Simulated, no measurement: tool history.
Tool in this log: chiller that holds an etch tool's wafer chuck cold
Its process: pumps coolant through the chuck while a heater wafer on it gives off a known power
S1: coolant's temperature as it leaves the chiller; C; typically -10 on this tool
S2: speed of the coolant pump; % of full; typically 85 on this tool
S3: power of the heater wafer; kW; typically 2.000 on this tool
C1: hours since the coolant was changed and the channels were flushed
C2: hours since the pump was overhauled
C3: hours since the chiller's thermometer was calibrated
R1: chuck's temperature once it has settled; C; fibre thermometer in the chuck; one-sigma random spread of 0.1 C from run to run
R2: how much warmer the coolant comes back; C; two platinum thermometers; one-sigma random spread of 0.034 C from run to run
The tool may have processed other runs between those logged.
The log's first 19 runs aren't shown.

Run 20, hour 2688.3: usual settings but S1 -4 C, S2 82 % of full, S3 2.247 kW; C1 4287; C2 5450; C3 5450. Result: R1 21.7 C, R2 6.85 C.
Run 21, hour 2863.6: usual settings but S1 -4 C, S3 1.676 kW; C1 4462; C2 5626; C3 5626. Result: R1 14.5 C, R2 5.00 C.
Run 22, hour 3062.1: usual settings but S1 -9 C, S2 83 % of full, S3 1.156 kW; C1 4661; C2 5824; C3 5824. Result: R1 3.9 C, R2 3.50 C.
At hour 3211.8: chiller's thermometer calibrated.
Run 23, hour 3211.8: usual settings but S1 -9 C, S2 83 % of full, S3 1.156 kW; C1 4810; C2 5973; C3 0. Result: R1 4.8 C, R2 3.47 C.
Run 24, hour 3316.4: usual settings but S1 -18 C; C1 4914; C2 6078; C3 105. Result: R1 5.2 C, R2 5.94 C.
Run 25, hour 3518.3: usual settings but S1 -18 C; C1 5116; C2 6279; C3 306. Result: R1 5.4 C, R2 5.98 C.
Run 26, hour 3603.5: usual settings but S1 -3 C, S3 1.695 kW; C1 5201; C2 6365; C3 392. Result: R1 16.9 C, R2 5.06 C.
Run 27, hour 3748.2: usual settings but S1 -3 C, S3 1.695 kW; C1 5346; C2 6509; C3 536. Result: R1 17.0 C, R2 5.12 C.
Run 28, hour 3945.6: usual settings but S3 1.209 kW; C1 5543; C2 6707; C3 734. Result: R1 4.4 C, R2 3.64 C.
Run 29, hour 4090.7: usual settings but S3 1.209 kW; C1 5688; C2 6852; C3 879. Result: R1 4.5 C, R2 3.72 C.
Run 30, hour 4241.2: usual settings but S2 69 % of full, S3 2.407 kW; C1 5839; C2 7002; C3 1029. Result: R1 25.5 C, R2 9.10 C.
Run 31, hour 4369.1: usual settings but S1 -14 C, S2 91 % of full, S3 1.433 kW; C1 5967; C2 7130; C3 1157. Result: R1 2.4 C, R2 4.09 C.
Run 32, hour 4461.9: usual settings but S2 92 % of full, S3 1.456 kW; C1 6060; C2 7223; C3 1250. Result: R1 6.5 C, R2 4.09 C.
Run 33, hour 4632.4: usual settings but S3 2.505 kW; C1 6230; C2 7394; C3 1421. Result: R1 20.6 C, R2 7.74 C.

Alternative continuations, all from the tool just after run 33; predict every row:
Run A, hour 4792.0: usual settings but S2 77 % of full, S3 2.505 kW; C1 6390; C2 7553; C3 1580. Result: R1 ?, R2 ?.
Run B, hour 4792.0: usual settings but S1 -12 C, S2 94 % of full, S3 2.505 kW; C1 6390; C2 7553; C3 1580. Result: R1 ?, R2 ?.
Run C, hour 4792.0: usual settings but S1 0 C; C1 6390; C2 7553; C3 1580. Result: R1 ?, R2 ?.

run    R1    R2
  A  24.1  8.65
  B  16.3  7.00
  C  24.8  6.20
With no hidden state in the tool, these same runs would have given:
run    R1    R2
  A  15.2  7.15
  B   8.9  5.78
  C  18.3  5.12

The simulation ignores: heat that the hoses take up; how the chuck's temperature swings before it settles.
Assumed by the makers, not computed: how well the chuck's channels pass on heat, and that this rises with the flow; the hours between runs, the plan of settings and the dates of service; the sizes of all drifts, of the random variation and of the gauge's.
